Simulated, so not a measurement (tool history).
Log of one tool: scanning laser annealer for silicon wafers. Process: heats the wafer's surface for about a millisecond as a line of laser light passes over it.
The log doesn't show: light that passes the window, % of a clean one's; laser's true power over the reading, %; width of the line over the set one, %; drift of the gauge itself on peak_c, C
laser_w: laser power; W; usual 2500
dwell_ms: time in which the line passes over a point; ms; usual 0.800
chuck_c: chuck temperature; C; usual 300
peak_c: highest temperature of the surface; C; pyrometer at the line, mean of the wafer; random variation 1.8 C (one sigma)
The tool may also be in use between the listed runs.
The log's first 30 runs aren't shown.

run    hour  laser_w  dwell_ms  chuck_c  hours of work since the window was cleaned  hours of work since the power meter was calibrated  hours of work since the optics were aligned  peak_c
 31  1016.9     2695     0.800      300                                         597                                                1505                                          976    1034
 32  1065.5     2695     0.816      300                                         622                                                1529                                         1001    1044
 33  1112.1     2599     0.883      311                                         645                                                1553                                         1024    1059
 34  1151.5     2244     0.814      296                                         665                                                1573                                         1044     904
 35  1190.7     2244     0.814      296                                         685                                                1593                                         1064     906
 36  1210.9     2367     0.634      276                                         695                                                1603                                         1075     837
 37  1244.9     2367     0.634      276                                         713                                                1620                                         1092     834
 38  1272.5     2556     0.640      282                                         727                                                1635                                         1106     888
 39  1308.6     2500     0.823      278                                         745                                                1653                                         1124     965

Forecast each of these 5 alternatives for the next run:
  A  1337.2     2500     0.800      322                                         759                                                1667                                         1139       ?
  B  1337.2     2500     0.713      300                                         759                                                1667                                         1139       ?
  C  1337.2     2500     0.909      300                                         759                                                1667                                         1139       ?
  D  1337.2     2660     0.816      278                                         759                                                1667                                         1139       ?
  E  1337.2     2500     0.933      274                                         759                                                1667                                         1139       ?

run  peak_c
  A     997
  B     932
  C    1029
  D    1008
  E    1014
Without the tool's hidden state the same runs would have given:
run  peak_c
  A    1023
  B     956
  C    1057
  D    1036
  E    1042
